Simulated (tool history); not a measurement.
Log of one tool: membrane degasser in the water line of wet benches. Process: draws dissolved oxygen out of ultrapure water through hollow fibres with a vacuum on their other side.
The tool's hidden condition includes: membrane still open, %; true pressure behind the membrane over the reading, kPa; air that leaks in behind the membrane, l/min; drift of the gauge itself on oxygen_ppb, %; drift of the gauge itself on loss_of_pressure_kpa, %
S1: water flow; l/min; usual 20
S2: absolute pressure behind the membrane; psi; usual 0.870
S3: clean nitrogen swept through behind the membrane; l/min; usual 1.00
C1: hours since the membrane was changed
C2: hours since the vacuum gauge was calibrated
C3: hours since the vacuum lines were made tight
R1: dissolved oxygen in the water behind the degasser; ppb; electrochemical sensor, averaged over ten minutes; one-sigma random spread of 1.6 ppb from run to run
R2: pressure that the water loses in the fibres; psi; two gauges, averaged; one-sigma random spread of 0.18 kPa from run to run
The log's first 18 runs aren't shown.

run 19 hour=3051.1 | S1=13 S2=1.906 S3=0.95 | C1=5135 C2=584 C3=8154 | R1=321.9 R2=3.243
-- hour=3093.9 seals of the vacuum lines changed
run 20 hour=3229.3 | S1=13 S2=1.906 S3=0.95 | C1=5311 C2=761 C3=135 | R1=314.0 R2=3.291
run 21 hour=3438.7 | S1=13 S2=1.906 S3=0.95 | C1=5521 C2=970 C3=345 | R1=313.2 R2=3.303
run 22 hour=3571.9 | S1=20 S2=0.870 S3=2.29 | C1=5654 C2=1103 C3=478 | R1=98.1 R2=5.044
run 23 hour=3784.7 | S1=21 S2=0.870 S3=1.00 | C1=5867 C2=1316 C3=691 | R1=175.5 R2=5.300
run 24 hour=3942.7 | S1=12 S2=1.052 S3=0.72 | C1=6025 C2=1474 C3=849 | R1=158.1 R2=2.992
run 25 hour=4084.4 | S1=29 S2=1.070 S3=1.06 | C1=6166 C2=1616 C3=990 | R1=345.2 R2=7.368
run 26 hour=4306.2 | S1=29 S2=1.070 S3=1.06 | C1=6388 C2=1838 C3=1212 | R1=339.1 R2=7.342
run 27 hour=4506.1 | S1=29 S2=1.070 S3=1.06 | C1=6588 C2=2037 C3=1412 | R1=339.0 R2=7.355
run 28 hour=4744.0 | S1=17 S2=1.302 S3=1.12 | C1=6826 C2=2275 C3=1650 | R1=228.1 R2=4.328
run 29 hour=4849.7 | S1=17 S2=1.302 S3=1.12 | C1=6932 C2=2381 C3=1756 | R1=225.5 R2=4.321
run 30 hour=5006.2 | S1=22 S2=0.870 S3=1.26 | C1=7088 C2=2538 C3=1912 | R1=168.0 R2=5.612
run 31 hour=5119.2 | S1=22 S2=0.870 S3=1.26 | C1=7201 C2=2651 C3=2025 | R1=166.8 R2=5.643

Below are 3 alternative next runs, each starting from the tool's condition after run 31. Predict each:
run A hour=5238.1 | S1=17 S2=1.136 S3=2.19 | C1=7320 C2=2769 C3=2144 | R1=? R2=?
run B hour=5238.1 | S1=20 S2=0.870 S3=2.66 | C1=7320 C2=2769 C3=2144 | R1=? R2=?
run C hour=5238.1 | S1=22 S2=1.662 S3=0.88 | C1=7320 C2=2769 C3=2144 | R1=? R2=?

run=A R1=114.7 R2=4.379
run=B R1=94.9 R2=5.094
run=C R1=481.6 R2=5.600
Take away the tool's hidden state, keep each run's random variation, and the runs would have read:
run=A R1=104.6 R2=4.151
run=B R1=81.5 R2=4.825
run=C R1=461.8 R2=5.305
